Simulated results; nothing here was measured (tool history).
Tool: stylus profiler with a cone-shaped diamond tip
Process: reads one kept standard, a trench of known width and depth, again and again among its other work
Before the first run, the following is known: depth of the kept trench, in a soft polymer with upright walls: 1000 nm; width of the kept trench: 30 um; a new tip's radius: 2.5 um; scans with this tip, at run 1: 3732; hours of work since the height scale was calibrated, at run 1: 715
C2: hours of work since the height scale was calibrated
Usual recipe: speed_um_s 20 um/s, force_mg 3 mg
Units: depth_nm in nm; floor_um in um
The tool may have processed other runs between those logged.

run 1 hour=0 | speed_um_s=20 force_mg=3 | scans_with_this_tip=3732 C2=715 | depth_nm=1015.49 floor_um=25.37
run 2 hour=15.8 | speed_um_s=20 force_mg=3 | scans_with_this_tip=3790 C2=727 | depth_nm=1015.09 floor_um=25.39
run 3 hour=27.3 | speed_um_s=20 force_mg=3 | scans_with_this_tip=3832 C2=735 | depth_nm=1015.03 floor_um=25.42
run 4 hour=52 | speed_um_s=20 force_mg=3 | scans_with_this_tip=3923 C2=752 | depth_nm=1015.2 floor_um=25.33
run 5 hour=75.6 | speed_um_s=20 force_mg=3 | scans_with_this_tip=4009 C2=769 | depth_nm=1014.63 floor_um=25.37
run 6 hour=99.2 | speed_um_s=8 force_mg=3 | scans_with_this_tip=4096 C2=785 | depth_nm=1015.02 floor_um=25.39
run 7 hour=117.6 | speed_um_s=8 force_mg=3 | scans_with_this_tip=4163 C2=798 | depth_nm=1014.85 floor_um=25.43
run 8 hour=138.6 | speed_um_s=8 force_mg=3 | scans_with_this_tip=4240 C2=813 | depth_nm=1014.52 floor_um=25.43
run 9 hour=161.1 | speed_um_s=36 force_mg=3 | scans_with_this_tip=4323 C2=829 | depth_nm=1014.9 floor_um=25.28
run 10 hour=175.9 | speed_um_s=36 force_mg=3 | scans_with_this_tip=4377 C2=839 | depth_nm=1014.67 floor_um=25.24
run 11 hour=195.8 | speed_um_s=36 force_mg=3 | scans_with_this_tip=4450 C2=853 | depth_nm=1014.46 floor_um=25.23
run 12 hour=211.8 | speed_um_s=20 force_mg=1.47 | scans_with_this_tip=4509 C2=864 | depth_nm=1007.55 floor_um=25.31
run 13 hour=234.3 | speed_um_s=20 force_mg=1.47 | scans_with_this_tip=4591 C2=880 | depth_nm=1007.51 floor_um=25.25
run 14 hour=247.5 | speed_um_s=20 force_mg=1.47 | scans_with_this_tip=4639 C2=889 | depth_nm=1007.51 floor_um=25.3
run 15 hour=268.2 | speed_um_s=20 force_mg=3 | scans_with_this_tip=4715 C2=904 | depth_nm=1014.39 floor_um=25.27
run 16 hour=281.3 | speed_um_s=20 force_mg=1.46 | scans_with_this_tip=4763 C2=913 | depth_nm=1007.21 floor_um=25.22
run 17 hour=300 | speed_um_s=20 force_mg=1.46 | scans_with_this_tip=4832 C2=926 | depth_nm=1007.01 floor_um=25.17
run 18 hour=312.1 | speed_um_s=20 force_mg=3 | scans_with_this_tip=4876 C2=935 | depth_nm=1014.18 floor_um=25.24
run 19 hour=334.1 | speed_um_s=20 force_mg=3 | scans_with_this_tip=4957 C2=950 | depth_nm=1014.26 floor_um=25.25
run 20 hour=349 | speed_um_s=20 force_mg=3 | scans_with_this_tip=5011 C2=961 | depth_nm=1013.9 floor_um=25.24
run 21 hour=359.3 | speed_um_s=20 force_mg=3 | scans_with_this_tip=5049 C2=968 | depth_nm=1014.16 floor_um=25.21
run 22 hour=371.5 | speed_um_s=20 force_mg=3 | scans_with_this_tip=5094 C2=977 | depth_nm=1014.44 floor_um=25.27
run 23 hour=395 | speed_um_s=20 force_mg=3 | scans_with_this_tip=5180 C2=993 | depth_nm=1013.57 floor_um=25.21
run 24 hour=410 | speed_um_s=24 force_mg=3 | scans_with_this_tip=5235 C2=1004 | depth_nm=1013.77 floor_um=25.19
run 25 hour=421.9 | speed_um_s=44 force_mg=3 | scans_with_this_tip=5279 C2=1012 | depth_nm=1014.02 floor_um=25.12
run 26 hour=441.2 | speed_um_s=44 force_mg=3 | scans_with_this_tip=5349 C2=1026 | depth_nm=1013.52 floor_um=25.14
run 27 hour=466.9 | speed_um_s=27 force_mg=8.81 | scans_with_this_tip=5444 C2=1044 | depth_nm=1033.08 floor_um=25.23
-- hour=479.4 height scale calibrated on a step standard
run 28 hour=489.1 | speed_um_s=74 force_mg=3 | scans_with_this_tip=5523 C2=7 | depth_nm=1018.38 floor_um=24.96
run 29 hour=514.1 | speed_um_s=74 force_mg=3 | scans_with_this_tip=5615 C2=24 | depth_nm=1018.4 floor_um=24.91
run 30 hour=537.3 | speed_um_s=74 force_mg=3 | scans_with_this_tip=5700 C2=41 | depth_nm=1018.42 floor_um=24.93
run 31 hour=552.4 | speed_um_s=18 force_mg=2.2 | scans_with_this_tip=5755 C2=51 | depth_nm=1014.71 floor_um=25.13
run 32 hour=567.3 | speed_um_s=11 force_mg=3.22 | scans_with_this_tip=5810 C2=62 | depth_nm=1019.28 floor_um=25.15
run 33 hour=590.4 | speed_um_s=21 force_mg=1.1 | scans_with_this_tip=5894 C2=78 | depth_nm=1008.69 floor_um=25
run 34 hour=602.5 | speed_um_s=21 force_mg=1.1 | scans_with_this_tip=5939 C2=87 | depth_nm=1009.23 floor_um=25.05
run 35 hour=617.7 | speed_um_s=20 force_mg=2.83 | scans_with_this_tip=5994 C2=97 | depth_nm=1017.28 floor_um=25.13
run 36 hour=636.4 | speed_um_s=10 force_mg=1.03 | scans_with_this_tip=6063 C2=110 | depth_nm=1008.55 floor_um=25.14
run 37 hour=652.1 | speed_um_s=42 force_mg=4.34 | scans_with_this_tip=6121 C2=121 | depth_nm=1022.97 floor_um=25
run 38 hour=673.3 | speed_um_s=55 force_mg=3.63 | scans_with_this_tip=6198 C2=136 | depth_nm=1019.94 floor_um=24.98
run 39 hour=686.5 | speed_um_s=55 force_mg=2.64 | scans_with_this_tip=6247 C2=146 | depth_nm=1016.3 floor_um=24.92
run 40 hour=710.9 | speed_um_s=16 force_mg=1.37 | scans_with_this_tip=6336 C2=163 | depth_nm=1009.92 floor_um=25.03
run 41 hour=729.4 | speed_um_s=8 force_mg=4.53 | scans_with_this_tip=6404 C2=176 | depth_nm=1023.8 floor_um=25.08
run 42 hour=745.5 | speed_um_s=29 force_mg=7.06 | scans_with_this_tip=6463 C2=187 | depth_nm=1032.03 floor_um=25.01
run 43 hour=770.3 | speed_um_s=5 force_mg=6.68 | scans_with_this_tip=6554 C2=204 | depth_nm=1030.39 floor_um=25.1
run 44 hour=788.3 | speed_um_s=5 force_mg=6.68 | scans_with_this_tip=6620 C2=217 | depth_nm=1030.79 floor_um=25.07
run 45 hour=812.6 | speed_um_s=44 force_mg=6.54 | scans_with_this_tip=6709 C2=234 | depth_nm=1030.13 floor_um=25
run 46 hour=825 | speed_um_s=6 force_mg=3 | scans_with_this_tip=6754 C2=243 | depth_nm=1017.34 floor_um=25.04
run 47 hour=838.7 | speed_um_s=15 force_mg=3 | scans_with_this_tip=6804 C2=252 | depth_nm=1017.43 floor_um=24.99

Selected run-to-run steps in depth_nm, each split into two signed amounts: the part the tool would show with no hidden state at all (from settings, incoming material and random variation), and the remainder, which goes to the hidden state together with any gauge scatter not common to the measured and the hidden-state-free results:
Hidden conditions of the tool in this case: radius of the tip, um; height scale over the true one, %; drift of the gauge itself on depth_nm, %; drift of the gauge itself on floor_um, %.
Run 5 -> 6: speed_um_s 20 -> 8. depth_nm +0.39 nm: hidden state -0.09, all else +0.48.
Run 26 -> 27: speed_um_s 44 -> 27, force_mg 3 -> 8.81. depth_nm +19.56 nm: hidden state -0.18, all else +19.74.
Run 27 -> 28: speed_um_s 27 -> 74, force_mg 8.81 -> 3, height scale calibrated on a step standard. depth_nm -14.7 nm: hidden state +4.86, all else -19.56.
Run 36 -> 37: speed_um_s 10 -> 42, force_mg 1.03 -> 4.34. depth_nm +14.42 nm: hidden state -0.06, all else +14.48.

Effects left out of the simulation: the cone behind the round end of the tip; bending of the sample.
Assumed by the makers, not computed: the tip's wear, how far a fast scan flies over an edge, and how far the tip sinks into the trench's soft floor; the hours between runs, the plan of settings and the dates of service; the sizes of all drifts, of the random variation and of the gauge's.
